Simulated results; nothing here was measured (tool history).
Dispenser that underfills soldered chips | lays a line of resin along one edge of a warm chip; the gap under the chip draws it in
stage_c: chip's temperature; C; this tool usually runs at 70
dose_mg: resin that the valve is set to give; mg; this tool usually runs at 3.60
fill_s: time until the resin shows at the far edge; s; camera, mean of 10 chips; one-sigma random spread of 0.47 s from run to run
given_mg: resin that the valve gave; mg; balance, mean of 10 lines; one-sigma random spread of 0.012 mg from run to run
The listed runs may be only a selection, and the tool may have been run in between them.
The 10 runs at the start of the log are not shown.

| run | day | stage_c | dose_mg | fill_s | given_mg |
|---|---|---|---|---|---|
| 11 | 2.304 | 70 | 3.60 | 48.1 | 3.53 |
|  | 2.500 | new syringe of resin |
| 12 | 2.625 | 70 | 4.68 | 41.9 | 4.58 |
| 13 | 2.800 | 70 | 4.68 | 51.0 | 4.56 |
|  | 2.954 | new syringe of resin |
| 14 | 2.988 | 70 | 3.67 | 37.8 | 3.59 |
| 15 | 3.188 | 70 | 3.35 | 49.2 | 3.27 |
| 16 | 3.354 | 70 | 3.35 | 59.0 | 3.28 |
|  | 3.412 | new syringe of resin |
| 17 | 3.538 | 70 | 3.35 | 43.2 | 3.25 |
| 18 | 3.754 | 74 | 3.60 | 47.6 | 3.52 |
|  | 3.871 | new syringe of resin |
| 19 | 4.038 | 58 | 3.55 | 64.9 | 3.45 |
|  | 4.329 | new syringe of resin |
| 20 | 4.342 | 75 | 3.77 | 31.2 | 3.65 |
| 21 | 4.642 | 75 | 4.45 | 45.2 | 4.31 |
|  | 4.800 | new syringe of resin |
| 22 | 4.900 | 75 | 4.45 | 34.4 | 4.30 |
| 23 | 5.104 | 55 | 4.04 | 84.2 | 3.90 |
|  | 5.262 | new syringe of resin |
|  | 5.408 | dispensing valve cleaned and set on the balance |
| 24 | 5.408 | 55 | 4.04 | 68.8 | 4.04 |
| 25 | 5.717 | 73 | 4.25 | 51.3 | 4.25 |
|  | 5.754 | new syringe of resin |
| 26 | 5.883 | 73 | 4.25 | 37.5 | 4.25 |
| 27 | 6.079 | 73 | 4.25 | 48.0 | 4.23 |
|  | 6.204 | new syringe of resin |
| 28 | 6.246 | 68 | 4.25 | 40.2 | 4.24 |
| 29 | 6.450 | 75 | 4.54 | 40.3 | 4.53 |
|  | 6.658 | new syringe of resin |
| 30 | 6.704 | 74 | 3.63 | 33.7 | 3.61 |
| 31 | 6.946 | 70 | 3.79 | 48.5 | 3.75 |

Predict each of these 4 candidate next runs independently; none follows another, all start after run 31:
|  | 7.112 | new syringe of resin |
| A | 7.233 | 71 | 3.22 | ? | ? |
|  | 7.112 | new syringe of resin |
| B | 7.233 | 81 | 4.36 | ? | ? |
|  | 7.112 | new syringe of resin |
| C | 7.233 | 65 | 3.85 | ? | ? |
|  | 7.112 | new syringe of resin |
| D | 7.233 | 64 | 3.29 | ? | ? |

| run | fill_s | given_mg |
|---|---|---|
| A | 40.5 | 3.19 |
| B | 27.8 | 4.31 |
| C | 48.8 | 3.81 |
| D | 50.7 | 3.26 |
Stripped of hidden state, with their random variation kept, the same runs would have yielded:
| run | fill_s | given_mg |
|---|---|---|
| A | 35.2 | 3.22 |
| B | 24.1 | 4.35 |
| C | 42.3 | 3.84 |
| D | 43.9 | 3.29 |

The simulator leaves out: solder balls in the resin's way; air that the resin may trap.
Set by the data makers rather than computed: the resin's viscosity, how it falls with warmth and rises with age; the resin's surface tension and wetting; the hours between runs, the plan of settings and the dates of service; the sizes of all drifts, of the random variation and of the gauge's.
